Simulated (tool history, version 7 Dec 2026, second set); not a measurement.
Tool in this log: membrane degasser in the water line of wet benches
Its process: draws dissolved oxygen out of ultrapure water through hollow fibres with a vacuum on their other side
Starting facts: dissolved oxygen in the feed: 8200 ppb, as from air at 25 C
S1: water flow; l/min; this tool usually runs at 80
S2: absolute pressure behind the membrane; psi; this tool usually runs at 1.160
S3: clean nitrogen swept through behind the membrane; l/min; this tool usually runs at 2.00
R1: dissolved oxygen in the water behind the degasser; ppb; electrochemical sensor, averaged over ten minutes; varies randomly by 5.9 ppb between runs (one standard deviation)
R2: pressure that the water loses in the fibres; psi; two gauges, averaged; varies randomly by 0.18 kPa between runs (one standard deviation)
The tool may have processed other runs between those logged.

run    hour   S1     S2    S3      R1     R2
  1     0.0   80  1.160  2.00   611.4  5.150
  2   148.1   80  1.160  2.00   610.5  5.127
      182.0  -- vacuum gauge calibrated
  3   320.3   80  1.160  2.00   615.0  5.191
  4   474.8   80  1.160  2.00   599.1  5.126
  5   715.8   80  0.779  2.00   412.9  5.204
  6   924.9   80  0.779  2.00   419.4  5.159
  7  1125.6   80  0.779  2.00   413.1  5.163
  8  1327.6   80  0.812  2.00   434.5  5.220
  9  1576.6   80  1.160  0.87   880.6  5.213
 10  1828.3   80  0.734  0.87   523.6  5.230
 11  2088.4   80  0.734  0.87   514.3  5.268
 12  2316.6   80  0.734  0.87   519.5  5.204
 13  2511.7   80  0.734  0.87   517.6  5.274
     2526.9  -- seals of the vacuum lines changed
 14  2708.5   80  0.734  0.87   521.9  5.304
 15  2930.4  111  1.160  2.43   930.0  7.364
 16  3132.7  111  1.160  2.43   914.0  7.330
 17  3251.5  111  1.160  2.43   921.2  7.323
 18  3480.8   88  1.160  0.91   987.8  5.838
 19  3699.0   88  1.160  0.91   974.0  5.817
 20  3889.5  108  2.878  4.65  1219.5  7.156
 21  4108.9   55  0.909  4.65   179.3  3.688
 22  4297.5   99  1.868  2.00  1230.7  6.527
 23  4494.2   80  0.998  3.38   449.4  5.281
 24  4704.9   80  0.998  3.38   460.2  5.349
 25  4810.1   80  0.998  3.38   457.8  5.301
 26  5039.2  117  1.160  1.03  1324.2  7.797
 27  5251.2  127  0.724  1.01  1013.1  8.476
 28  5403.3  127  0.724  1.01  1021.9  8.488

Branching from run 28: 4 alternative next runs. What would each branch give?
  A  5609.7  119  1.539  2.79   ?   ?
  B  5609.7   80  1.160  1.36   ?   ?
  C  5609.7   80  1.160  3.12   ?   ?
  D  5609.7  127  1.057  2.04   ?   ?

run      R1     R2
  A  1179.0  7.999
  B   762.3  5.320
  C   529.9  5.403
  D  1130.7  8.502
Take away the tool's hidden state, keep each run's random variation, and the runs would have read:
run      R1     R2
  A  1088.6  7.559
  B   701.9  5.026
  C   474.2  5.107
  D  1027.7  8.032

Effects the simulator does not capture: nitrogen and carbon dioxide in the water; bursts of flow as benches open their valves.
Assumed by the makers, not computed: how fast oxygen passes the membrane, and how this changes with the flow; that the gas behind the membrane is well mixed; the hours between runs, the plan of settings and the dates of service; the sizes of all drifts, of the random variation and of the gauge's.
